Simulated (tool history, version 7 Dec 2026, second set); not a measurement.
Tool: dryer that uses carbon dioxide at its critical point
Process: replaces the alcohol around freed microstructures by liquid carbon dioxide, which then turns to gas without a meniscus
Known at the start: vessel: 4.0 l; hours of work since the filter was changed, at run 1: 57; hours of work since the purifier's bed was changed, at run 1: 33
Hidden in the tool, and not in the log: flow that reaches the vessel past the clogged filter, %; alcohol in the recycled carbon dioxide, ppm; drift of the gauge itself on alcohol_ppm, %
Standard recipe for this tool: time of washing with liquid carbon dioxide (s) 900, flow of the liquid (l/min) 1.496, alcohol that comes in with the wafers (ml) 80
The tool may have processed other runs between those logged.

run,hour,time of washing with liquid carbon dioxide (s),flow of the liquid (l/min),alcohol that comes in with the wafers (ml),hours of work since the filter was changed,hours of work since the purifier's bed was changed,alcohol left in the vessel before it's heated (ppm by volume)
1,0,900,1.496,80,57,33,170
2,12.7,900,1.496,80,65,41,181
3,22.2,1200,1.496,80,71,47,49
4,33,1200,1.496,80,78,55,46
5,42.4,1200,1.496,80,85,61,69
6,51.9,900,1.496,80,91,67,196
7,60.2,900,1.496,80,96,72,195
8,67.5,900,1.496,80,101,77,209
9,79.7,900,1.496,80,109,85,200
10,86.2,900,1.496,80,113,90,208
11,99.1,900,1.496,80,122,98,208
12,111,900,1.496,80,130,106,223
13,122.2,900,1.496,80,137,113,227
14,135.1,900,1.496,80,146,122,237
15,140.7,900,1.496,80,149,126,225
16,153.6,900,1.496,80,158,134,225
17,162.6,900,1.496,38,164,140,122
18,174.2,900,1.496,38,171,148,136
19,181.2,900,1.496,38,176,152,141
20,187.7,900,1.496,80,180,157,254
21,195.6,900,1.496,80,186,162,252
22,208.1,900,1.496,80,194,170,250
23,214.4,900,1.496,80,198,174,261
24,225.5,900,2.35,58,205,182,69
25,237.8,840,1.23,29,213,190,264
26,245.3,840,1.23,29,218,195,280
27,254.2,840,1.23,29,224,200,280
28,265.4,840,1.23,29,232,208,271
29,275.1,780,1.496,38,238,214,265
30,286.7,780,1.496,38,246,222,260
31,295.3,600,1.496,88,251,228,1192
32,308.2,600,1.496,109,260,236,1500
33,319,900,1.38,72,267,243,349
34,331.4,1380,1.66,24,275,251,70
35,338.6,1200,2.24,80,280,256,75
36,348,1200,2.24,80,286,262,62
37,358.7,1020,1.496,80,293,269,222
38,368.4,1020,1.496,80,300,276,225
39,376.7,1020,1.496,80,305,281,233
40,385,1320,1.02,68,311,287,284
# hour 389.5: inlet filter changed
41,397.3,1020,1.01,85,5,294,541
42,404.8,900,1.496,108,10,299,261
43,415.6,900,1.69,45,17,306,128
44,422.1,1020,1.69,62,21,311,105
45,428.1,900,1.61,80,26,315,175
46,438.2,900,1.61,80,32,321,187

5 ways to go on from here, each from the tool as it stands after run 46. What would each give?
A,448.5,1200,1.61,27,39,328,?
B,448.5,720,1.496,80,39,328,?
C,448.5,840,1.36,61,39,328,?
D,448.5,1200,1.61,33,39,328,?
E,448.5,720,1.61,80,39,328,?

run,alcohol left in the vessel before it's heated (ppm by volume)
A,88
B,488
C,323
D,90
E,385
Without the tool's hidden state the same runs would have given:
run,alcohol left in the vessel before it's heated (ppm by volume)
A,9
B,381
C,227
D,10
E,285
